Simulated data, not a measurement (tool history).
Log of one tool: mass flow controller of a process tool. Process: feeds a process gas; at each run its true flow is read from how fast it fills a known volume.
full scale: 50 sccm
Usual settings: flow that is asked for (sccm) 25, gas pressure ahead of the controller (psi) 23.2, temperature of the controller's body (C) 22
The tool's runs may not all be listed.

run,hour,flow that is asked for (sccm),gas pressure ahead of the controller (psi),temperature of the controller's body (C),true flow (%)
1,0,25,23.2,22,98.42
2,101.9,49,23.2,22,99.56
3,179.1,49,23.2,22,99.62
4,227,49,23.2,22,99.41
5,297.8,49,23.2,22,99.55
6,343.6,49,23.2,22,99.66
7,425.7,49,23.2,22,99.66
8,498.5,49,23.2,22,99.57
9,602.8,49,23.2,22,99.57
10,646.9,49,23.2,22,99.79
11,736.1,49,23.2,22,99.57
12,832.9,25,23.2,31,99.45
13,897.2,25,23.2,31,99.38
14,1004.9,25,23.2,22,98.64
15,1054.6,13,21.9,37,99.32
16,1135.1,13,21.9,37,99.04
17,1220.2,25,29.3,24,99.06
18,1277.8,25,23.2,21,98.47
19,1377.5,28,20.9,25,99.01
20,1442.4,28,20.9,25,98.9
21,1534.1,14,23.2,23,97.8
22,1595.5,25,27.6,34,100.02
23,1673.9,25,27.6,34,99.88
24,1765.3,34,25.2,35,100.48
25,1861,8,29.9,25,97.52
26,1939.5,8,29.9,25,97.6
27,2016.4,8,29.9,25,97.46

Forecast each of these 4 alternatives for the next run:
A,2068.8,13,25.8,27,?
B,2068.8,25,38,22,?
C,2068.8,25,37.9,22,?
D,2068.8,16,30.5,25,?

run,true flow (%)
A,98.3
B,99.4
C,99.42
D,98.74
Without the tool's hidden state the same runs would have given:
run,true flow (%)
A,98.51
B,99.17
C,99.19
D,98.78
